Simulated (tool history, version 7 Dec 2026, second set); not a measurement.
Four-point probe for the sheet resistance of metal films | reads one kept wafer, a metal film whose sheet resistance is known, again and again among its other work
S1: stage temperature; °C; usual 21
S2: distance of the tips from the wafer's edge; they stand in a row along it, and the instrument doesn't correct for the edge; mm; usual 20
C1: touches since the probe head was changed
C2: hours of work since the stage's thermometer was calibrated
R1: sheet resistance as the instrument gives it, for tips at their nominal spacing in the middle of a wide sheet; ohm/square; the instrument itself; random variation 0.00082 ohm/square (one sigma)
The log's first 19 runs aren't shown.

run	hour	S1	S2	C1	C2	R1
20	1571.2	21	20	163455	938	4.063591
21	1670.0	21	20	166500	1009	4.062923
22	1727.7	21	20	168277	1050	4.063878
23	1820.0	21	20	171123	1116	4.062675
24	1899.3	23	6	173566	1173	4.077237
25	1997.8	23	6	176601	1243	4.077187
26	2118.0	21	41	180307	1330	4.059741
27	2187.2	24	9	182439	1379	4.067381
28	2279.2	22	8	185275	1445	4.069139
# hour 2368.5: stage's thermometer calibrated
29	2385.6	20	9	188539	12	4.061023
30	2490.1	23	4	191760	87	4.088984
31	2555.4	23	4	193773	134	4.088546
32	2637.4	23	4	196301	193	4.087887
33	2718.8	28	7	198810	251	4.066985
34	2827.9	28	7	202171	329	4.065213
# hour 2840.0: new probe head fitted
35	2896.2	21	3	1732	378	4.148402
36	3015.3	28	10	5402	463	4.097400
37	3068.8	28	10	7052	501	4.095793
38	3129.5	19	28	8924	545	4.089287
39	3207.7	19	28	11333	601	4.087808
40	3298.6	19	28	14135	666	4.087985
41	3377.6	19	28	16569	723	4.088354
42	3474.5	19	5	19557	792	4.108917
43	3566.4	22	24	22389	858	4.087890
44	3641.1	24	62	24692	911	4.088025

Forecast each of these 4 alternatives for the next run:
A	3708.9	29	16	26780	960	?
B	3708.9	24	6	26780	960	?
C	3708.9	24	4	26780	960	?
D	3708.9	21	38	26780	960	?

run	R1
A	4.090332
B	4.102337
C	4.121693
D	4.086803
Without the tool's hidden state the same runs would have given:
run	R1
A	4.106317
B	4.118294
C	4.137718
D	4.102661

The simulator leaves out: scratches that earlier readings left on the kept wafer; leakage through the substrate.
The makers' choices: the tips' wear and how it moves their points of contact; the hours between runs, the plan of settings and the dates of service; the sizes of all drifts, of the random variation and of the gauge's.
